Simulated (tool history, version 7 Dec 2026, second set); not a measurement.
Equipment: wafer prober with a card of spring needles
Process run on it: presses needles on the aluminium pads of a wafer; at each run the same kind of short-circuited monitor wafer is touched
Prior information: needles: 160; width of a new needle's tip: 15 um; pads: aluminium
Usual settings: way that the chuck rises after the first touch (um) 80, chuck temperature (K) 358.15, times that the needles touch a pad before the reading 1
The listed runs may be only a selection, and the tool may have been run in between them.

run   hour  way that the chuck rises after the first touch (um)  chuck temperature (K)  times that the needles touch a pad before the reading  resistance of one needle with its contact and lead (mohm)  way that a needle slides on the pad (um)
  1    0.0                                                   80                 358.15                                                      1                                                        298                                     21.94
  2   25.7                                                   80                 358.15                                                      1                                                        285                                     21.93
  3   63.7                                                   80                 358.15                                                      1                                                        292                                     21.90
  4  117.5                                                   80                 358.15                                                      1                                                        291                                     22.18
  5  148.0                                                   80                 358.15                                                      1                                                        288                                     22.10
  6  180.6                                                   80                 358.15                                                      3                                                        280                                     22.04
  7  205.2                                                   65                 345.15                                                      3                                                        285                                     17.88
  8  239.3                                                   68                 323.15                                                      3                                                        282                                     18.65
  9  270.2                                                   79                 316.15                                                      1                                                        276                                     21.73
 10  319.4                                                   66                 299.15                                                      1                                                        278                                     18.11

Put back what was entered between runs (20 entries, withheld): which listed runs does each sit between, and how does the hidden state differ from the listed run before to the listed run after?
Between runs 1 and 2: tips cleaned on abrasive film (hour 6.5); tips cleaned on abrasive film (hour 24.9)
  debris on the tips, nm: 91 -> 21.4; way that the needles fall short of the set height, um: 0.63 -> 0.73; tips' diameter, um: 16.53 -> 16.57
  measured result minus the result with no hidden state, resistance of one needle with its contact and lead (mohm): +16 -> +5; way that a needle slides on the pad (um): -0.18 -> -0.21
Between runs 2 and 3: tips cleaned on abrasive film (hour 40.3); tips cleaned on abrasive film (hour 56.6)
  debris on the tips, nm: 21.4 -> 77.6; way that the needles fall short of the set height, um: 0.73 -> 0.83; tips' diameter, um: 16.57 -> 16.6
  measured result minus the result with no hidden state, resistance of one needle with its contact and lead (mohm): +5 -> +13; way that a needle slides on the pad (um): -0.21 -> -0.23
Between runs 3 and 4: tips cleaned on abrasive film (hour 72.4); tips cleaned on abrasive film (hour 87.8); height of the first contact set anew (hour 88.1); tips cleaned on abrasive film (hour 107.0)
  debris on the tips, nm: 77.6 -> 86.7; way that the needles fall short of the set height, um: 0.83 -> 0.07; tips' diameter, um: 16.6 -> 16.67
  measured result minus the result with no hidden state, resistance of one needle with its contact and lead (mohm): +13 -> +14; way that a needle slides on the pad (um): -0.23 -> -0.01
Between runs 4 and 5: tips cleaned on abrasive film (hour 122.7); tips cleaned on abrasive film (hour 140.3)
  debris on the tips, nm: 86.7 -> 65.7; way that the needles fall short of the set height, um: 0.07 -> 0.17; tips' diameter, um: 16.67 -> 16.71
  measured result minus the result with no hidden state, resistance of one needle with its contact and lead (mohm): +14 -> +11; way that a needle slides on the pad (um): -0.01 -> -0.05
Between runs 5 and 6: tips cleaned on abrasive film (hour 158.5); tips cleaned on abrasive film (hour 177.0)
  debris on the tips, nm: 65.7 -> 43.5; way that the needles fall short of the set height, um: 0.17 -> 0.29; tips' diameter, um: 16.71 -> 16.75
  measured result minus the result with no hidden state, resistance of one needle with its contact and lead (mohm): +11 -> +3; way that a needle slides on the pad (um): -0.05 -> -0.08
Between runs 6 and 7: tips cleaned on abrasive film (hour 193.7)
  debris on the tips, nm: 43.5 -> 91.2; way that the needles fall short of the set height, um: 0.29 -> 0.33; tips' diameter, um: 16.75 -> 16.76
  measured result minus the result with no hidden state, resistance of one needle with its contact and lead (mohm): +3 -> +9; way that a needle slides on the pad (um): -0.08 -> -0.09
Between runs 7 and 8: tips cleaned on abrasive film (hour 212.1); tips cleaned on abrasive film (hour 229.2)
  debris on the tips, nm: 91.2 -> 91.1; way that the needles fall short of the set height, um: 0.33 -> 0.46; tips' diameter, um: 16.76 -> 16.81
  measured result minus the result with no hidden state, resistance of one needle with its contact and lead (mohm): +9 -> +8; way that a needle slides on the pad (um): -0.09 -> -0.13
Between runs 8 and 9: tips cleaned on abrasive film (hour 245.6); tips cleaned on abrasive film (hour 264.0)
  debris on the tips, nm: 91.1 -> 60.9; way that the needles fall short of the set height, um: 0.46 -> 0.56; tips' diameter, um: 16.81 -> 16.84
  measured result minus the result with no hidden state, resistance of one needle with its contact and lead (mohm): +8 -> +11; way that a needle slides on the pad (um): -0.13 -> -0.16
Between runs 9 and 10: tips cleaned on abrasive film (hour 280.0); tips cleaned on abrasive film (hour 295.7); tips cleaned on abrasive film (hour 314.9)
  debris on the tips, nm: 60.9 -> 51.1; way that the needles fall short of the set height, um: 0.56 -> 0.71; tips' diameter, um: 16.84 -> 16.9
  measured result minus the result with no hidden state, resistance of one needle with its contact and lead (mohm): +11 -> +14; way that a needle slides on the pad (um): -0.16 -> -0.19
